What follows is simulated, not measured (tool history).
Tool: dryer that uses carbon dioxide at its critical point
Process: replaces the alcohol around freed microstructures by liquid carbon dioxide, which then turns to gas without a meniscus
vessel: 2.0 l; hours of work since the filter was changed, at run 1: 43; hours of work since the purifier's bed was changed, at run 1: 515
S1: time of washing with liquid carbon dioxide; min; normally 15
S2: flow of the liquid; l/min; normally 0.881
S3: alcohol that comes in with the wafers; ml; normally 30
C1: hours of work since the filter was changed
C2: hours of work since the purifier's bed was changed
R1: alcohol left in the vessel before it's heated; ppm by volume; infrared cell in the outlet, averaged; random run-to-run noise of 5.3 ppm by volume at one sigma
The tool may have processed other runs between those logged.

run    hour  S1     S2   S3   C1    C2    R1
  1     0.0  15  0.881   30   43   515   189
  2    33.9  14  0.881   30   66   538   227
  3    77.3  14  0.881   30   97   569   240
  4   141.8  14  0.881   30  142   614   254
  5   173.4  14  0.881   30  164   636   267
  6   202.4  14  0.881   30  185   657   267
  7   247.3  14  0.881   30  216   688   268
  8   276.1  14  0.881   30  236   708   279
  9   330.7  15  0.881   30  275   747   233
      371.7  -- inlet filter changed
 10   376.6  23  0.881   30    3   778    86
 11   428.7  23  0.881   30   40   815    86
 12   477.5  23  0.881   30   74   849    92
 13   513.6  15  0.881   23  100   874   191
 14   546.9  15  0.876   30  123   898   216
 15   606.9  14  0.881   30  165   940   284
 16   661.1  15  0.552   30  203   978   911
 17   690.3  15  0.552   30  224   998   968
 18   720.9  15  0.881   36  245  1020   284
 19   759.7  15  0.881   36  272  1047   292
      805.1  -- inlet filter changed
 20   810.2  15  1.092   36    4  1082   151
 21   845.8  15  1.092   36   29  1107   158
      866.1  -- purifier's bed changed
 22   906.4  15  1.092   36   69    28    43
 23   941.3  15  1.092   36   93    53    60
 24   974.2  18  0.897   87  117    76   151
 25  1018.6  18  0.897   87  148   107   161
 26  1049.8  18  0.897   87  170   129   166
 27  1108.0  18  0.897   87  210   170   171
 28  1139.9  12  0.677   67  233   192  2045
 29  1199.5  12  0.677  111  275   234  3438
     1241.1  -- inlet filter changed
 30  1256.3  12  0.664  111   11   273  3086
 31  1292.0  13  1.026  104   36   298   455
 32  1351.2  13  1.026  104   77   340   486
 33  1379.5  13  1.026  104   97   360   502
 34  1416.4  13  1.026  104  123   385   507
 35  1462.7  13  1.026   28  155   418   175
 36  1524.3  10  0.791   28  199   461   937
 37  1582.1  15  0.667   44  239   502   780
 38  1623.6  21  0.881   40  268   531    88
 39  1658.7  12  0.881   23  293   555   373
     1673.6  -- inlet filter changed
 40  1697.9  22  1.174   24   17   582    54
 41  1731.7  22  1.174   24   41   606    51
 42  1774.7  22  1.174   56   71   636    55
 43  1833.4  10  0.700  119  112   677  4777
 44  1881.8  15  0.700  119  146   711  1427
 45  1915.4  10  0.586  119  170   735  7602
 46  1941.5  10  0.586  119  188   753  7560

3 options for the next run, each taken on its own from the tool as it stands now. Forecast them:
  A  1969.7  12  0.737  30  208  773   ?
  B  1969.7  15  1.464  59  208  773   ?
  C  1969.7  15  1.334  30  208  773   ?

run   R1
  A  741
  B   76
  C   83
With no hidden state in the tool, these same runs would have given:
run   R1
  A  587
  B    8
  C   14
